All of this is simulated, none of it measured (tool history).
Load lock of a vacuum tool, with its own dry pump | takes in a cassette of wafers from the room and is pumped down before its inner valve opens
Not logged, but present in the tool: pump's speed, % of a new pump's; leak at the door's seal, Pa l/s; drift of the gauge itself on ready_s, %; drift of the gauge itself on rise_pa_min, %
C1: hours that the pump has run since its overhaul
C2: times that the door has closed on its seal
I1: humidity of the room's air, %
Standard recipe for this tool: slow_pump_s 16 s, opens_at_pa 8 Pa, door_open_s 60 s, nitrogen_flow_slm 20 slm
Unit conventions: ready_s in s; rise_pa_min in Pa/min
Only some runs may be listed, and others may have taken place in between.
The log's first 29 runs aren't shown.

{"run": 30, "hour": 2388.4, "slow_pump_s": 11, "opens_at_pa": 9, "door_open_s": 205, "nitrogen_flow_slm": 38, "C1": 6629, "C2": 27391, "I1": 49, "ready_s": 20.8, "rise_pa_min": 0.185}
{"run": 31, "hour": 2502.1, "slow_pump_s": 11, "opens_at_pa": 9, "door_open_s": 205, "nitrogen_flow_slm": 17, "C1": 6742, "C2": 27819, "I1": 42.5, "ready_s": 20.9, "rise_pa_min": 0.191}
{"run": 32, "hour": 2592.4, "slow_pump_s": 13, "opens_at_pa": 13, "door_open_s": 52, "nitrogen_flow_slm": 18, "C1": 6833, "C2": 28158, "I1": 40.9, "ready_s": 22, "rise_pa_min": 0.184}
{"run": 33, "hour": 2661.1, "slow_pump_s": 28, "opens_at_pa": 13, "door_open_s": 42, "nitrogen_flow_slm": 9, "C1": 6901, "C2": 28416, "I1": 40, "ready_s": 34.4, "rise_pa_min": 0.193}
{"run": 34, "hour": 2775.9, "slow_pump_s": 16, "opens_at_pa": 7, "door_open_s": 171, "nitrogen_flow_slm": 20, "C1": 7016, "C2": 28848, "I1": 45.8, "ready_s": 25.2, "rise_pa_min": 0.196}
{"run": 35, "hour": 2864.3, "slow_pump_s": 16, "opens_at_pa": 7, "door_open_s": 171, "nitrogen_flow_slm": 20, "C1": 7105, "C2": 29180, "I1": 45.4, "ready_s": 24.8, "rise_pa_min": 0.202}
{"run": 36, "hour": 2935.0, "slow_pump_s": 21, "opens_at_pa": 8, "door_open_s": 55, "nitrogen_flow_slm": 20, "C1": 7175, "C2": 29445, "I1": 46.1, "ready_s": 28.9, "rise_pa_min": 0.197}
{"run": 37, "hour": 3025.7, "slow_pump_s": 15, "opens_at_pa": 8, "door_open_s": 159, "nitrogen_flow_slm": 8, "C1": 7266, "C2": 29786, "I1": 46.5, "ready_s": 24.6, "rise_pa_min": 0.222}

What if the next run were any one of these 4? Each begins from the tool's condition after run 37:
{"run": "A", "hour": 3109.9, "slow_pump_s": 10, "opens_at_pa": 8, "door_open_s": 159, "nitrogen_flow_slm": 45, "C1": 7350, "C2": 30102, "I1": 38.2, "ready_s": "?", "rise_pa_min": "?"}
{"run": "B", "hour": 3109.9, "slow_pump_s": 14, "opens_at_pa": 8, "door_open_s": 168, "nitrogen_flow_slm": 8, "C1": 7350, "C2": 30102, "I1": 44.8, "ready_s": "?", "rise_pa_min": "?"}
{"run": "C", "hour": 3109.9, "slow_pump_s": 9, "opens_at_pa": 8, "door_open_s": 27, "nitrogen_flow_slm": 17, "C1": 7350, "C2": 30102, "I1": 46.3, "ready_s": "?", "rise_pa_min": "?"}
{"run": "D", "hour": 3109.9, "slow_pump_s": 15, "opens_at_pa": 11, "door_open_s": 159, "nitrogen_flow_slm": 13, "C1": 7350, "C2": 30102, "I1": 43.8, "ready_s": "?", "rise_pa_min": "?"}

run=A ready_s=20.4 rise_pa_min=0.203
run=B ready_s=23.7 rise_pa_min=0.222
run=C ready_s=19.1 rise_pa_min=0.202
run=D ready_s=23.6 rise_pa_min=0.221
With the hidden condition removed and each run's random variation left untouched, the same runs would have given:
run=A ready_s=19.2 rise_pa_min=0.026
run=B ready_s=22.6 rise_pa_min=0.047
run=C ready_s=17.9 rise_pa_min=0.026
run=D ready_s=22.6 rise_pa_min=0.042
